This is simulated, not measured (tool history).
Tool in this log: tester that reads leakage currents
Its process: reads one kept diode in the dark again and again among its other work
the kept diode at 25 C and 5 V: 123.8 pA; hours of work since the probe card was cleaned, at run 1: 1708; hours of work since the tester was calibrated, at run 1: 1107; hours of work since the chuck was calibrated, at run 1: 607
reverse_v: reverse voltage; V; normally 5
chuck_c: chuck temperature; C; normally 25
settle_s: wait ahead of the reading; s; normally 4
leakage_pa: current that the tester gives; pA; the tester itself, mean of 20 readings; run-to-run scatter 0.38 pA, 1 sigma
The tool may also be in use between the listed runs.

run	day	reverse_v	chuck_c	settle_s	hours of work since the probe card was cleaned	hours of work since the tester was calibrated	hours of work since the chuck was calibrated	leakage_pa
1	0	5	25	4	1708	1107	607	125.42
2	2.067	5	35	4	1739	1139	639	264.38
3	4.521	5	35	4	1776	1176	676	264.95
4	5.579	5	35	4	1793	1192	692	265.21
5	7.379	17.72	25	4	1820	1219	720	220.75
6	8.646	19.55	25	4	1839	1239	739	228.71
7	10.975	5	25	4	1875	1274	775	125.38
8	12.212	5	25	4	1894	1293	793	125.49
9	14.133	5	25	4	1923	1322	823	125.58
10	16.4	5	25	4	1957	1357	857	125.76
11	17.983	5	25	4	1981	1381	881	125.24
12	19.05	5	59	1.27	1998	1397	897	1364.6
13	20.096	5	40	2.22	2014	1413	913	378.12
14	22.271	7.85	25	4	2047	1446	946	151.91
15	23.454	7.85	25	4	2065	1464	964	152.29
16	24.883	5.12	54	2.26	2086	1486	986	989.58
17	26.908	5	44	1.2	2117	1517	1017	499.4
18	29.067	5	44	1.2	2150	1550	1050	498.08

What if the next run were any one of these 5? Each begins from the tool's condition after run 18:
A	30.908	5.91	26	0.33	2178	1578	1078	?
B	30.908	11.19	21	4.61	2178	1578	1078	?
C	30.908	13.82	25	4	2178	1578	1078	?
D	30.908	5	25	5.99	2178	1578	1078	?
E	30.908	1.09	57	0.7	2178	1578	1078	?

run	leakage_pa
A	151.46
B	133.25
C	197.33
D	124.77
E	638.32
The same runs, with their run-to-run variation unchanged, on a tool lacking any hidden condition would have given:
run	leakage_pa
A	150.59
B	125.67
C	189.15
D	124.26
E	658.82

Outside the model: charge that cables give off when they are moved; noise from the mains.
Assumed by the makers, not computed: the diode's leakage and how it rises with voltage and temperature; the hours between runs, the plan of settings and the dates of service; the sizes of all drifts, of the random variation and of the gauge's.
